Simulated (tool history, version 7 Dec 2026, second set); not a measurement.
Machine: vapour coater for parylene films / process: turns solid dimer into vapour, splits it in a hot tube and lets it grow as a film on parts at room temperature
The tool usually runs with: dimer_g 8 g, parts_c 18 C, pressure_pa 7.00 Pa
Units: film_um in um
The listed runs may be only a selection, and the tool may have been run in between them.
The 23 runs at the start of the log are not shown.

run    hour  dimer_g  parts_c  pressure_pa  hours of work since the trap's valve was overhauled  hours of work since the table's thermometer was calibrated  film_um
 24  1119.1        6       18         8.61                                                  185                                                        1423     1.23
 25  1172.1        4       18         2.33                                                  213                                                        1451     0.98
 26  1212.0        4       18         6.56                                                  234                                                        1472     0.80
 27  1260.8        5       19         2.67                                                  259                                                        1497     1.14
 28  1292.9        5       19         9.77                                                  276                                                        1514     0.98
 29  1320.1        3       18         8.39                                                  290                                                        1528     0.62
 30  1363.6        3       13         7.00                                                  312                                                        1551     0.68
 31  1418.4        3       20         2.82                                                  341                                                        1579     0.63
 32  1480.6        3       20         2.82                                                  373                                                        1612     0.63
     1527.9  -- trap's valve overhauled
     1533.3  -- table's thermometer calibrated
 33  1533.3        4       11        11.38                                                    2                                                           0     0.95
 34  1595.6        4       11        11.38                                                   35                                                          32     0.93
 35  1646.7        8       23         4.34                                                   61                                                          59     1.67
 36  1688.1        4       29         2.67                                                   83                                                          81     0.79
 37  1738.0        5       10         4.98                                                  109                                                         107     1.35
 38  1799.5        5       10         4.98                                                  141                                                         139     1.29
 39  1830.1        8       15        10.24                                                  157                                                         155     1.75
 40  1879.2        4       27        11.22                                                  182                                                         180     0.66
 41  1920.8        4       27        11.22                                                  204                                                         202     0.67
 42  1975.9        5       17         6.06                                                  233                                                         230     1.07
 43  2027.4        5       17         6.06                                                  260                                                         257     1.05
 44  2088.9        8       16         4.77                                                  292                                                         289     1.75
 45  2130.0        8       17         6.22                                                  313                                                         311     1.63
 46  2163.1        8       14         2.15                                                  330                                                         328     1.97

Here are 5 independent what-if runs from the current tool condition. What would each one return?
  A  2193.0       11       10         5.27                                                  346                                                         344        ?
  B  2193.0        8       14         7.00                                                  346                                                         344        ?
  C  2193.0        8       12         2.15                                                  346                                                         344        ?
  D  2193.0        8       14         5.69                                                  346                                                         344        ?
  E  2193.0        3       15         2.15                                                  346                                                         344        ?

run  film_um
  A     2.65
  B     1.68
  C     2.05
  D     1.74
  E     0.76
The same runs, with their run-to-run variation unchanged, on a tool lacking any hidden condition would have given:
run  film_um
  A     3.04
  B     1.93
  C     2.35
  D     2.00
  E     0.87
